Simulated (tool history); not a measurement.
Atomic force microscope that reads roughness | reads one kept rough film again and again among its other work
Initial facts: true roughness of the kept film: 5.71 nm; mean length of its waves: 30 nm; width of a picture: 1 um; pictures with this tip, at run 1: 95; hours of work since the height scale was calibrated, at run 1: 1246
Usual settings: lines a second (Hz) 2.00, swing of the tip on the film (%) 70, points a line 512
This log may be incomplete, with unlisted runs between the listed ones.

run,hour,lines a second (Hz),swing of the tip on the film (%),points a line,pictures with this tip,hours of work since the height scale was calibrated,roughness of the kept film (nm (root mean square))
1,0.0,2.00,70,512,95,1246,3.258
# hour 12.9: new tip fitted
2,50.1,2.00,70,512,72,1276,3.446
# hour 73.1: new tip fitted
# hour 131.3: new tip fitted
3,131.3,2.00,88,512,0,1326,4.212
4,177.0,2.00,88,512,88,1354,2.909
# hour 190.7: new tip fitted
5,235.3,2.00,70,512,86,1390,3.180
# hour 251.4: new tip fitted
6,272.0,2.00,70,512,40,1412,3.652
# hour 311.0: new tip fitted
7,342.3,2.00,70,512,60,1455,3.524
# hour 372.3: new tip fitted
8,399.9,2.00,70,512,54,1491,3.545
# hour 430.0: new tip fitted
9,452.6,2.00,70,512,44,1523,3.673
# hour 489.4: new tip fitted
10,505.1,2.00,70,512,30,1555,3.895
# hour 552.3: new tip fitted
11,584.9,2.00,70,512,63,1604,3.416
# hour 613.8: new tip fitted
12,653.5,2.00,70,343,76,1646,3.274
# hour 671.4: new tip fitted
13,694.7,2.00,70,345,45,1671,3.657
# hour 730.1: new tip fitted
14,743.3,2.00,73,345,25,1701,3.995
15,778.9,2.00,73,345,94,1723,3.021
# hour 790.8: new tip fitted
16,826.9,2.00,70,793,70,1752,3.318
# hour 854.4: new tip fitted
17,900.4,2.00,70,512,89,1797,3.224
# hour 914.0: new tip fitted
18,939.1,2.00,70,512,48,1821,3.623
# hour 977.2: new tip fitted
19,990.4,2.00,70,512,25,1852,3.946
# hour 1040.1: new tip fitted
20,1056.3,2.00,70,512,31,1893,3.910
# hour 1097.8: new tip fitted
21,1097.8,2.00,71,512,0,1918,4.507
22,1133.8,2.00,71,512,70,1940,3.282
# hour 1159.8: new tip fitted
23,1173.4,2.00,71,512,26,1965,3.956
# hour 1223.8: new tip fitted
24,1261.0,2.00,71,512,72,2018,3.350
# hour 1285.9: new tip fitted
25,1298.4,2.00,71,512,24,2041,3.970
# hour 1345.3: new tip fitted
26,1348.8,3.42,59,512,7,2072,4.375
# hour 1403.4: new tip fitted
27,1428.6,0.55,70,453,49,2121,3.842
# hour 1466.6: new tip fitted
28,1490.7,2.67,71,904,47,2159,3.586
# hour 1528.8: new tip fitted
29,1549.6,1.05,84,320,40,2195,3.666
# hour 1589.8: new tip fitted
30,1631.0,1.99,84,573,80,2245,3.070
# hour 1650.9: new tip fitted
31,1674.0,1.99,84,269,45,2271,3.493
# hour 1709.7: new tip fitted
32,1744.7,1.99,58,332,68,2315,3.428
# hour 1773.5: new tip fitted
33,1791.9,1.99,58,332,35,2344,3.838
# hour 1834.8: new tip fitted
34,1869.0,1.99,58,332,66,2391,3.423
# hour 1892.6: new tip fitted
35,1942.9,1.99,58,332,97,2436,3.211
# hour 1950.8: new tip fitted
36,2004.0,1.99,58,332,103,2474,3.034
# hour 2008.1: new tip fitted
37,2059.4,1.99,58,332,99,2508,3.113
# hour 2066.0: new tip fitted
38,2104.3,1.99,58,332,74,2535,3.158
# hour 2126.2: new tip fitted
39,2150.9,1.60,70,876,48,2564,3.647
# hour 2183.3: new tip fitted
40,2195.1,1.60,70,479,22,2590,4.101
# hour 2246.9: new tip fitted
# hour 2278.9: height scale calibrated on a step standard
41,2278.9,2.00,80,415,60,0,3.382
# hour 2309.7: new tip fitted
42,2344.6,2.00,80,415,68,40,3.222
# hour 2368.7: new tip fitted
43,2408.7,2.00,80,415,77,80,3.090
# hour 2426.1: new tip fitted
44,2458.7,2.00,80,269,63,110,3.232
# hour 2487.3: new tip fitted
45,2498.8,2.00,80,269,22,135,3.853
46,2536.6,0.69,75,303,95,158,3.138
# hour 2546.7: new tip fitted
# hour 2605.0: new tip fitted
47,2621.6,0.69,75,303,32,210,4.031
# hour 2665.4: new tip fitted
48,2690.6,0.69,75,303,48,252,3.760
# hour 2723.5: new tip fitted
49,2767.1,0.69,75,303,85,299,3.208

Each row is a separate what-if for the run after 49, all from the same tool condition, not one after another. Results?
# hour 2781.7: new tip fitted
# hour 2840.1: new tip fitted
A,2854.2,2.15,70,678,27,352,?
# hour 2781.7: new tip fitted
# hour 2840.1: new tip fitted
B,2854.2,2.10,68,874,27,352,?
# hour 2781.7: new tip fitted
# hour 2840.1: new tip fitted
C,2854.2,0.65,75,373,27,352,?
# hour 2781.7: new tip fitted
# hour 2840.1: new tip fitted
D,2854.2,2.00,61,512,27,352,?

run,roughness of the kept film (nm (root mean square))
A,4.022
B,4.062
C,4.147
D,4.122
What these runs would have given with no unlogged condition in the tool:
run,roughness of the kept film (nm (root mean square))
A,4.600
B,4.646
C,4.743
D,4.714

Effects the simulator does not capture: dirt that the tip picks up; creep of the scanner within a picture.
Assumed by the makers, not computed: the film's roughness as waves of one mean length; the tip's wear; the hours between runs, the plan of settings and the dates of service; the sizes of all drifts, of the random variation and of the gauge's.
